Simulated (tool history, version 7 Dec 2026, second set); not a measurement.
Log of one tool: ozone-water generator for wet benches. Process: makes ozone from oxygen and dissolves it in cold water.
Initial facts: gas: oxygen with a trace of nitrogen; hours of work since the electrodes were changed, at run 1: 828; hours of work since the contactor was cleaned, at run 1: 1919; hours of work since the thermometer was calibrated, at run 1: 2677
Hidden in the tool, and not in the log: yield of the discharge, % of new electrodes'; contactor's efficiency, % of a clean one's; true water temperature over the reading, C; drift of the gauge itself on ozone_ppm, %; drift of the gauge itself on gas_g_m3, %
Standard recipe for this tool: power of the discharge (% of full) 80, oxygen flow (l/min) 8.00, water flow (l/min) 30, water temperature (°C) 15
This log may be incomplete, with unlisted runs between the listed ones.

run,hour,power of the discharge (% of full),oxygen flow (l/min),water flow (l/min),water temperature (°C),hours of work since the electrodes were changed,hours of work since the contactor was cleaned,hours of work since the thermometer was calibrated,dissolved ozone (ppm),ozone in the gas ahead of the water (g/m3)
1,0.0,80,8.00,30,15,828,1919,2677,23.0,186.1
2,138.2,80,8.00,30,15,963,2054,2812,22.9,185.0
3,239.9,80,5.15,30,15,1062,2153,2911,20.4,218.0
4,320.8,80,5.15,30,15,1141,2232,2990,20.5,214.0
5,390.5,81,5.15,30,15,1209,2300,3058,20.4,214.8
6,490.7,81,5.15,30,15,1307,2398,3156,20.5,218.9
7,592.7,81,5.15,30,15,1407,2497,3256,20.2,215.3
8,653.1,80,8.00,30,15,1466,2556,3315,22.5,182.7
9,797.8,80,8.00,30,15,1607,2697,3456,22.2,182.3
10,929.7,80,10.83,30,15,1736,2826,3585,23.4,161.3
11,1071.4,80,10.83,30,15,1874,2965,3723,23.3,160.8
12,1141.5,63,8.00,30,15,1943,3033,3791,19.6,157.2
13,1273.1,63,9.35,41,15,2071,3162,3920,16.0,147.3
14,1361.9,42,8.00,36,15,2158,3248,4007,13.7,123.9
15,1489.5,48,13.78,19,13,2282,3373,4131,23.4,110.2
16,1558.8,48,13.78,19,13,2350,3440,4199,23.1,110.3
17,1647.8,88,13.78,19,17,2437,3527,4286,29.5,153.2
18,1784.4,88,13.78,19,17,2570,3661,4419,29.7,154.1
19,1893.1,88,13.78,19,17,2676,3767,4525,29.8,152.3
# hour 1985.7: water thermometer calibrated
20,1989.9,88,13.78,19,17,2770,3861,4,29.9,151.9
21,2110.3,88,13.78,19,17,2888,3978,122,29.7,152.8
22,2221.8,88,13.78,46,13,2997,4087,230,19.8,153.3
23,2303.6,88,13.78,46,13,3077,4167,310,19.3,151.5
24,2447.5,52,8.00,30,17,3217,4308,451,16.5,138.2

What if the next run were any one of these 5? Each begins from the tool's condition after run 24:
A,2590.1,80,8.00,44,15,3356,4447,590,?,?
B,2590.1,96,8.00,19,15,3356,4447,590,?,?
C,2590.1,69,8.00,30,17,3356,4447,590,?,?
D,2590.1,56,13.17,29,17,3356,4447,590,?,?
E,2590.1,52,8.00,36,17,3356,4447,590,?,?

run,dissolved ozone (ppm),ozone in the gas ahead of the water (g/m3)
A,16.3,175.6
B,31.3,192.2
C,19.2,162.5
D,18.6,118.1
E,14.4,138.1
Take away the tool's hidden state, keep each run's random variation, and the runs would have read:
run,dissolved ozone (ppm),ozone in the gas ahead of the water (g/m3)
A,17.8,188.6
B,34.3,207.9
C,20.8,173.5
D,20.0,125.2
E,15.4,145.9
